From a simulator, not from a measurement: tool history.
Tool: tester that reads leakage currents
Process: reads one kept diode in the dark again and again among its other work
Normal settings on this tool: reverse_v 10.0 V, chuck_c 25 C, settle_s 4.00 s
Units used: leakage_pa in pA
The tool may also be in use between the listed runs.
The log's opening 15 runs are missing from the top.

run	hour	reverse_v	chuck_c	settle_s	hours of work since the probe card was cleaned	hours of work since the tester was calibrated	hours of work since the chuck was calibrated	leakage_pa
16	2993.8	2.6	25	4.00	2039	1495	385	30.22
17	3109.6	4.2	27	2.38	2124	1580	470	45.28
# hour 3181.7: chuck's temperature calibrated
18	3296.6	4.2	27	2.38	2259	1715	84	43.23
19	3470.3	3.7	48	1.23	2387	1843	212	195.41
20	3721.6	4.4	25	0.64	2571	2027	396	42.56
21	3866.7	4.4	25	0.64	2678	2133	502	44.03
# hour 3895.9: chuck's temperature calibrated
22	4047.2	4.4	25	0.64	2809	2264	111	42.53
23	4179.0	4.4	25	0.64	2905	2361	208	43.62
24	4364.3	3.7	36	0.74	3041	2497	344	85.55
# hour 4617.0: chuck's temperature calibrated
25	4617.0	13.8	26	1.34	3225	2681	0	91.42
26	4849.7	4.2	26	8.13	3396	2851	171	44.80
# hour 4897.7: probe card cleaned and baked
27	5038.7	3.3	54	0.53	103	2988	307	286.47
28	5221.3	3.3	54	0.53	237	3122	441	290.43
# hour 5340.6: chuck's temperature calibrated
29	5458.3	1.0	26	4.00	410	3294	86	18.76
30	5595.8	5.9	25	4.00	511	3395	187	37.20
31	5799.9	1.2	25	0.32	660	3545	337	20.44
# hour 6033.5: tester calibrated
32	6039.4	1.2	25	0.32	835	4	511	20.95

Branching from run 32: 3 alternative next runs. What would each branch give?
# hour 6054.4: chuck's temperature calibrated
A	6224.3	6.3	25	0.32	969	138	125	?
# hour 6054.4: chuck's temperature calibrated
B	6224.3	10.0	25	0.79	969	138	125	?
# hour 6054.4: chuck's temperature calibrated
C	6224.3	10.0	57	4.00	969	138	125	?

run	leakage_pa
A	43.93
B	52.05
C	536.47
With the hidden condition removed and each run's random variation left untouched, the same runs would have given:
run	leakage_pa
A	37.89
B	42.72
C	519.47
